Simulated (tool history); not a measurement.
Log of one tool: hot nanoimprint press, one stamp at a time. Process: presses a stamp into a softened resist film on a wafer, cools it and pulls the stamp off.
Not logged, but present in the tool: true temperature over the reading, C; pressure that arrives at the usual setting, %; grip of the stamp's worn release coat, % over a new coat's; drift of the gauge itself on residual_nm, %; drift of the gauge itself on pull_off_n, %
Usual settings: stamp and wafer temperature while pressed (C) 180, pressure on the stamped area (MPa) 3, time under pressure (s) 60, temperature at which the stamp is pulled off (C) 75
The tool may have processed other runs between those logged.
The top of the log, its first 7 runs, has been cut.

run   hour  stamp and wafer temperature while pressed (C)  pressure on the stamped area (MPa)  time under pressure (s)  temperature at which the stamp is pulled off (C)  hours of work since the thermocouple was calibrated  imprints on the stamp's release coat  hours of work since the press's seals were changed  resist left under the stamp's widest pad (Å)  greatest force while the stamp is pulled off (N)
  8   51.1                                            180                                   3                       60                                                80                                                  429                                  1161                                                 346                                          1328                                               128
  9   56.5                                            180                                   3                       60                                                80                                                  433                                  1177                                                 350                                          1329                                               133
 10   60.9                                            180                                   3                       60                                                80                                                  436                                  1190                                                 354                                          1337                                               129
 11   66.7                                            180                                   3                       60                                                80                                                  441                                  1207                                                 358                                          1341                                               130
 12   71.9                                            180                                   3                       60                                                80                                                  445                                  1223                                                 362                                          1324                                               129
 13     81                                            180                                   3                       60                                                80                                                  452                                  1250                                                 369                                          1339                                               130
      84.6  -- plate thermocouple calibrated
 14   94.1                                            180                                   3                       60                                                80                                                    7                                  1280                                                 377                                          1221                                               127
 15   98.8                                            180                                3.67                       60                                                80                                                   11                                  1294                                                 380                                          1103                                               127
 16    104                                            180                                3.67                       60                                                80                                                   15                                  1309                                                 384                                          1100                                               126
     112.5  -- plate thermocouple calibrated, once more
 17    116                                            181                                4.02                       60                                                72                                                    3                                  1336                                                 391                                          1238                                               157
 18  125.4                                            173                                4.02                       99                                                64                                                   10                                  1364                                                 399                                          1615                                               182
 19  132.3                                            175                                4.02                       99                                                73                                                   15                                  1385                                                 404                                          1441                                               154
 20    137                                            175                                4.02                       99                                                73                                                   19                                  1398                                                 407                                          1449                                               154
 21  141.4                                            172                                 2.5                       82                                                66                                                   22                                  1411                                                 411                                          2278                                               162
 22  149.2                                            180                                   3                       55                                                79                                                   28                                  1435                                                 417                                          1562                                               149
 23    157                                            180                                   3                       55                                                79                                                   34                                  1458                                                 423                                          1575                                               144
 24  161.3                                            191                                   3                       30                                                79                                                   37                                  1470                                                 426                                          1113                                               141
 25  165.8                                            191                                   3                      109                                                66                                                   41                                  1484                                                 429                                           636                                               178
 26  174.2                                            169                                2.54                       73                                                68                                                   47                                  1509                                                 436                                          2699                                               170
 27  184.4                                            174                                   3                       73                                                75                                                   55                                  1539                                                 444                                          1957                                               152
 28  194.6                                            181                                2.51                       80                                                65                                                   63                                  1569                                                 452                                          1387                                               170
 29  199.7                                            180                                   3                       60                                                68                                                   67                                  1584                                                 455                                          1495                                               167

For run 30, what comes out?
 30  206.6                                            190                                 2.8                       36                                                71                                                   72                                  1605                                                 461                                             ?                                                 ?

For run 30 the tool returned resist left under the stamp's widest pad (Å) 1120, greatest force while the stamp is pulled off (N) 161.
Were there no unlogged condition in the tool, this run, its random variation unchanged, would have produced resist left under the stamp's widest pad (Å) 1116, greatest force while the stamp is pulled off (N) 139.
